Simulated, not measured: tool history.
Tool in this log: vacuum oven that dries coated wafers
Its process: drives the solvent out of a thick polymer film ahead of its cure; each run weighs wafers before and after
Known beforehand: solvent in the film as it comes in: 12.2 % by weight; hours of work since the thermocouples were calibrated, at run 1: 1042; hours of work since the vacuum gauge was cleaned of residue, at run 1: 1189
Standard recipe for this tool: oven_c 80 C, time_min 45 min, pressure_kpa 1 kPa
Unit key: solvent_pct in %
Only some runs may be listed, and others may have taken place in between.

run   hour  oven_c  time_min  pressure_kpa  hours of work since the thermocouples were calibrated  hours of work since the vacuum gauge was cleaned of residue  solvent_pct
  1      0      80        45             1                                                   1042                                                         1189         1.37
  2   43.9      80        45             1                                                   1069                                                         1216         1.42
  3   80.3      80        45             1                                                   1092                                                         1239         1.43
  4  113.3      80        45           0.7                                                   1113                                                         1260         1.28
  5  135.6      80        27             1                                                   1127                                                         1274          2.6
  6  179.2      80        26             1                                                   1154                                                         1301         2.78
     185.1  -- vacuum gauge cleaned of residue and calibrated
  7  227.8      80        26             1                                                   1184                                                           27         2.87
  8  255.2      80        26             1                                                   1201                                                           44         2.91
  9  275.1      69        33          0.94                                                   1214                                                           57         4.89

Run 10 has not been measured yet. What should we expect?
 10   312      69        33          0.94                                                   1237                                                           80            ?

Run 10 measured solvent_pct 4.82 %.
The same run, on a tool lacking any hidden state, would have yielded solvent_pct 3.66 %.
